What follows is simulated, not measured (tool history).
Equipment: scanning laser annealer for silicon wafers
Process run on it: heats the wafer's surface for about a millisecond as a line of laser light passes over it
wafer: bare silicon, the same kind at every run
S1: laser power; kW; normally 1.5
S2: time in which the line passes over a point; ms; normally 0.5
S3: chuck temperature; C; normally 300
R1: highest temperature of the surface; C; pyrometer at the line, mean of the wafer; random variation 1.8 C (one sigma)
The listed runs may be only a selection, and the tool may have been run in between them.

run   hour     S1     S2   S3    R1
  1      0    1.5    0.5  300  1020
  2    6.2    1.5    0.5  300  1020
  3   15.2    1.5    0.5  300  1019
  4   23.3    1.5    0.5  300  1018
  5   29.4    1.5  0.424  300   954
  6   37.6    1.5  0.424  300   954
  7   45.9    1.5  0.388  300   921
  8   51.3    1.5    0.5  300  1019
  9   60.5    1.5    0.5  300  1019
 10   66.2  1.583    0.5  300  1069
 11   72.1    1.5    0.5  300  1016
 12   77.8    1.5    0.5  300  1015
 13   82.2    1.5    0.5  300  1011
      85.1  -- window over the wafer cleaned
 14   92.5    1.5    0.5  300  1005
 15  100.9    1.5    0.5  300  1003
 16    110    1.5    0.5  300  1003
 17  114.7    1.5    0.5  294   996
 18  121.5    1.5    0.5  300  1006
 19  126.8    1.5    0.5  300  1004
       134  -- window over the wafer cleaned, once more
 20  135.9  1.535    0.5  300  1049
 21  141.3  1.535    0.5  300  1048

What will run 22 give?
 22  145.6  1.395  0.506  292   ?

R1: 958 C
The same run, on a tool lacking any hidden state, would have yielded R1 963 C.

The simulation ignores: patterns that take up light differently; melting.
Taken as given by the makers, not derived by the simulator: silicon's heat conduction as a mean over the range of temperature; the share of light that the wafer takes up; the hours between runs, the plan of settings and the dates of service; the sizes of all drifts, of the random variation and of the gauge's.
